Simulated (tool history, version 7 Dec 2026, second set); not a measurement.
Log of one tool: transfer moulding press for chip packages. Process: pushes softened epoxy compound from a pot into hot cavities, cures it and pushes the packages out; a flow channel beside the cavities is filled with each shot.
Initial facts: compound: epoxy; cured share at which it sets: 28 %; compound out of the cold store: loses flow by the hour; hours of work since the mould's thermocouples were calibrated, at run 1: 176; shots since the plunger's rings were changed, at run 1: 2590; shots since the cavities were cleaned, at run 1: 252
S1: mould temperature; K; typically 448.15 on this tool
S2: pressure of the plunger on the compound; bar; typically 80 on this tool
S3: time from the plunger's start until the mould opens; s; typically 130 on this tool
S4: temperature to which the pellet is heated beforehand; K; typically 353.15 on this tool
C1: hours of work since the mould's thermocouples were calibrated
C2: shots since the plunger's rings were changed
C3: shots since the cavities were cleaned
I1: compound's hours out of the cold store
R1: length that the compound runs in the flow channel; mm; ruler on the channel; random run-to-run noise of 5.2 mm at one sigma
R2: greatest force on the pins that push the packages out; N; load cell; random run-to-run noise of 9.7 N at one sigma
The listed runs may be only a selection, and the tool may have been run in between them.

run   hour      S1    S2   S3      S4   C1    C2   C3    I1   R1   R2
  1      0  448.15    80  130  353.15  176  2590  252  10.3  820  567
      39.9  -- cavities cleaned with cleaning compound and waxed
  2   48.7  448.15    80  130  353.15  214  3109   96  20.2  783  721
  3   84.2  448.15    80  130  344.15  242  3499  486  22.2  764  779
       107  -- cavities cleaned with cleaning compound and waxed
  4  117.9  448.15    80  130  344.15  268  3853  119  31.9  721  492
     139.2  -- plunger's sealing rings changed
  5  160.8  448.15    80  130  353.15  300   238  564  39.3  757  588
     176.1  -- cavities cleaned with cleaning compound and waxed
     190.5  -- cavities cleaned with cleaning compound and waxed, once more
  6  212.7  448.15    80  130  344.15  340   775  244  11.1  841  559
  7  249.3  448.15    80  130  344.15  369  1177  646  45.8  715  628
     254.1  -- cavities cleaned with cleaning compound and waxed
  8  288.3  448.15    80  130  353.15  399  1590  376  29.5  761  568
       317  -- cavities cleaned with cleaning compound and waxed
  9  333.5  448.15    80  130  353.15  434  2071  182  25.4  766  523
     368.4  -- mould's thermocouples calibrated
 10    375  448.15  63.7  130  353.15    5  2505  616  22.1  696  599
     383.3  -- cavities cleaned with cleaning compound and waxed
 11  412.5  448.15  63.7  130  353.15   34  2900  321    45  619  538
 12  444.1  448.15  63.7  130  353.15   59  3247  668    45  608  602
     448.3  -- cavities cleaned with cleaning compound and waxed
 13  472.4  448.15  63.7  130  353.15   81  3542  265  10.4  724  573
     511.5  -- cavities cleaned with cleaning compound and waxed
     522.1  -- plunger's sealing rings changed
 14  522.1  448.15    80  130  353.15  117     0   88    28  790  494
 15  549.9  444.15  90.9  156  353.15  140   307  395    29  845  524
     578.3  -- cavities cleaned with cleaning compound and waxed
 16  580.7  444.15  90.9  156  356.15  163   628   27  34.7  815  427
 17  607.4  448.15    80  162  353.15  184   922  321  25.8  785  485
 18  635.3  445.15    80  130  353.15  207  1229  628  11.9  855  738
     643.6  -- cavities cleaned with cleaning compound and waxed
 19  676.9  445.15    80  130  353.15  239  1670  367  40.2  733  659
     707.8  -- cavities cleaned with cleaning compound and waxed
 20  733.4  445.15    80  130  353.15  283  2274  282  38.2  729  595
 21    759  445.15    80  130  353.15  303  2555  563  47.2  688  698
     773.5  -- cavities cleaned with cleaning compound and waxed
 22  810.7  445.15    80  137  353.15  343  3107  409  12.9  823  626
     837.2  -- cavities cleaned with cleaning compound and waxed
 23  837.2  445.15    80  137  353.15  363  3382    0  15.1  799  488
 24  878.8  445.15    80  137  353.15  397  3839  457  19.5  777  656
     902.9  -- plunger's sealing rings changed
     904.4  -- cavities cleaned with cleaning compound and waxed
 25  925.4  445.15    80  137  353.15  431   231  231  34.3  781  568
     963.7  -- mould's thermocouples calibrated
 26  966.8  450.15    95  148  356.15    2   664  664  28.5  849  544
     972.5  -- cavities cleaned with cleaning compound and waxed
 27  993.5  450.15    95  148  356.15   23   941  231    31  836  453

3 ways to go on from here, each from the tool as it stands after run 27. What would each give?
     1037.4  -- cavities cleaned with cleaning compound and waxed
  A  1037.5  442.15  80  144  353.15  57  1409   1  10.7   ?   ?
     1037.4  -- cavities cleaned with cleaning compound and waxed
  B  1037.5  450.15  95  148  356.15  57  1409   1  19.8   ?   ?
     1037.4  -- cavities cleaned with cleaning compound and waxed
  C  1037.5  450.15  95  151  356.15  57  1409   1  43.9   ?   ?

run   R1   R2
  A  859  535
  B  878  396
  C  770  373
Take away the tool's hidden state, keep each run's random variation, and the runs would have read:
run   R1   R2
  A  883  533
  B  903  395
  C  792  372
